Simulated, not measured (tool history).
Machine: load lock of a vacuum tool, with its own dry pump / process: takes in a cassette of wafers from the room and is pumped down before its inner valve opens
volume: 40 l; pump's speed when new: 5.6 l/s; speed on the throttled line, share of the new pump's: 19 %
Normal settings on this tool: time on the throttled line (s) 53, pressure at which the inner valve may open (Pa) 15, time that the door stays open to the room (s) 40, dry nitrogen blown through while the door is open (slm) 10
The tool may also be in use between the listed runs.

run      day  time on the throttled line (s)  pressure at which the inner valve may open (Pa)  time that the door stays open to the room (s)  dry nitrogen blown through while the door is open (slm)  incoming humidity of the room's air, %  time from the closed door until the inner valve may open (s)  rise of the pressure with all valves shut (Pa/min)
  1        0                              53                                               15                                             40                                                       10                                    43.3                                                         106.8                                                0.04
  2   24.067                              53                                               15                                             40                                                       10                                      48                                                         105.9                                               0.041
  3   42.071                              53                                               15                                             40                                                       10                                    41.4                                                         105.8                                               0.034
  4   54.446                              53                                               15                                             40                                                       10                                    41.6                                                         105.6                                               0.033
  5   74.592                              53                                               15                                             40                                                       10                                    46.8                                                         106.8                                               0.033
  6   87.762                              53                                               15                                             40                                                       10                                    46.8                                                         106.1                                               0.038
  7  107.258                              53                                               15                                             40                                                       10                                    46.1                                                         105.6                                                0.04
  8  123.562                              53                                               15                                            115                                                       10                                      44                                                         106.9                                               0.062
  9  135.575                              53                                               15                                             40                                                       20                                    45.2                                                           106                                               0.028
 10  148.275                              53                                               15                                             40                                                       20                                    43.6                                                         106.1                                               0.024
 11  162.042                              53                                               15                                             40                                                       20                                    46.2                                                         105.7                                               0.029
 12  178.454                              53                                               15                                             40                                                       20                                    43.3                                                           106                                               0.027
 13  197.971                              53                                               15                                             40                                                       20                                    46.1                                                         105.9                                               0.026
 14  208.304                              32                                               25                                            147                                                       14                                    44.5                                                          85.3                                               0.059
 15  230.992                              32                                               25                                            204                                                       14                                    42.4                                                          85.4                                               0.069
 16  246.396                              92                                               15                                             40                                                        7                                    44.2                                                         137.7                                                0.04
 17  264.312                              86                                               12                                             40                                                       15                                    46.6                                                         135.1                                                0.03
 18  284.808                              86                                               12                                             40                                                       15                                      44                                                         135.3                                               0.028
 19  297.429                              86                                               12                                             40                                                       15                                    49.1                                                         134.1                                               0.034
 20    319.6                              99                                               16                                             58                                                       12                                    41.7                                                         143.4                                               0.041
 21   337.35                              29                                               10                                            112                                                        4                                    43.3                                                          89.7                                               0.079
 22  352.933                              53                                               15                                             58                                                       12                                    47.6                                                         106.2                                               0.035
 23  365.625                              93                                               15                                             38                                                       20                                    46.1                                                         138.5                                               0.028
 24  379.333                              59                                               15                                             32                                                       20                                    44.9                                                         110.6                                               0.024
 25  403.267                              40                                               15                                             32                                                       20                                    47.8                                                          95.2                                               0.029
 26  425.525                              46                                               15                                             32                                                        9                                    45.5                                                         100.7                                               0.036

Branching from run 26: 4 alternative next runs. What would each branch give?
  A  445.146                              46                                               17                                             41                                                        9                                    44.1                                                             ?                                                   ?
  B  445.146                              70                                               15                                             40                                                       10                                    46.6                                                             ?                                                   ?
  C  445.146                              35                                               15                                             40                                                       10                                    43.3                                                             ?                                                   ?
  D  445.146                              46                                               21                                             74                                                       33                                      47                                                             ?                                                   ?

run  time from the closed door until the inner valve may open (s)  rise of the pressure with all valves shut (Pa/min)
  A                                                          99.7                                               0.038
  B                                                         119.6                                                0.04
  C                                                          92.2                                               0.037
  D                                                          98.6                                               0.028
Without the tool's hidden state the same runs would have given:
run  time from the closed door until the inner valve may open (s)  rise of the pressure with all valves shut (Pa/min)
  A                                                          99.7                                               0.037
  B                                                         119.6                                               0.038
  C                                                          92.2                                               0.035
  D                                                          98.6                                               0.027
